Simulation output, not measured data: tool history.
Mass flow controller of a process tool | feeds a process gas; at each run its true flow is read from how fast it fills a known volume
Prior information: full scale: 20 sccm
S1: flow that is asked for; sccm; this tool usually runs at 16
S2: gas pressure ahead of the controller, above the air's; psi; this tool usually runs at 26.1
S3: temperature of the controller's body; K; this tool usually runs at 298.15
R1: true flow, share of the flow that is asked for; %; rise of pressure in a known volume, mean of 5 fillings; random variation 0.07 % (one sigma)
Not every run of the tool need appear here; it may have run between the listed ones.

| run | hour | S1 | S2 | S3 | R1 |
|---|---|---|---|---|---|
| 1 | 0.0 | 16 | 26.1 | 298.15 | 99.25 |
| 2 | 353.6 | 16 | 26.1 | 298.15 | 99.34 |
| 3 | 636.3 | 16 | 26.1 | 298.15 | 99.31 |
| 4 | 874.9 | 16 | 26.1 | 298.15 | 99.21 |
| 5 | 1184.4 | 16 | 26.1 | 298.15 | 99.43 |
| 6 | 1524.6 | 16 | 26.1 | 298.15 | 99.26 |
| 7 | 1818.3 | 16 | 26.1 | 298.15 | 99.39 |
| 8 | 1997.2 | 16 | 26.1 | 298.15 | 99.34 |
| 9 | 2240.5 | 16 | 30.3 | 298.15 | 99.56 |
| 10 | 2436.8 | 16 | 30.3 | 298.15 | 99.49 |
| 11 | 2627.6 | 16 | 26.1 | 293.15 | 98.83 |
|  | 2794.1 | controller exchanged for a calibrated one |
| 12 | 2998.5 | 16 | 26.1 | 293.15 | 98.92 |
| 13 | 3376.4 | 6 | 21.3 | 299.15 | 97.80 |
| 14 | 3565.7 | 16 | 23.1 | 298.15 | 99.15 |
| 15 | 3827.7 | 16 | 23.1 | 298.15 | 99.23 |
| 16 | 4167.9 | 16 | 26.1 | 308.15 | 100.18 |
| 17 | 4530.5 | 17 | 31.5 | 296.15 | 99.55 |
| 18 | 4763.0 | 17 | 31.5 | 296.15 | 99.42 |
| 19 | 5035.9 | 3 | 26.1 | 304.15 | 98.13 |
| 20 | 5244.9 | 16 | 31.3 | 298.15 | 99.63 |
| 21 | 5511.9 | 16 | 31.3 | 298.15 | 99.66 |
| 22 | 5799.9 | 16 | 23.8 | 298.15 | 99.20 |
| 23 | 6173.2 | 16 | 23.8 | 298.15 | 99.19 |
| 24 | 6387.9 | 16 | 26.1 | 300.15 | 99.50 |

What if the next run were any one of these 5? Each begins from the tool's condition after run 24:
| A | 6738.0 | 12 | 23.4 | 303.15 | ? |
| B | 6738.0 | 2 | 28.4 | 294.15 | ? |
| C | 6738.0 | 4 | 31.0 | 311.15 | ? |
| D | 6738.0 | 6 | 36.1 | 300.15 | ? |
| E | 6738.0 | 14 | 32.2 | 297.15 | ? |

| run | R1 |
|---|---|
| A | 99.08 |
| B | 97.13 |
| C | 99.19 |
| D | 98.67 |
| E | 99.31 |
The same runs, with their run-to-run variation unchanged, on a tool lacking any hidden condition would have given:
| run | R1 |
|---|---|
| A | 99.07 |
| B | 97.11 |
| C | 99.18 |
| D | 98.66 |
| E | 99.31 |
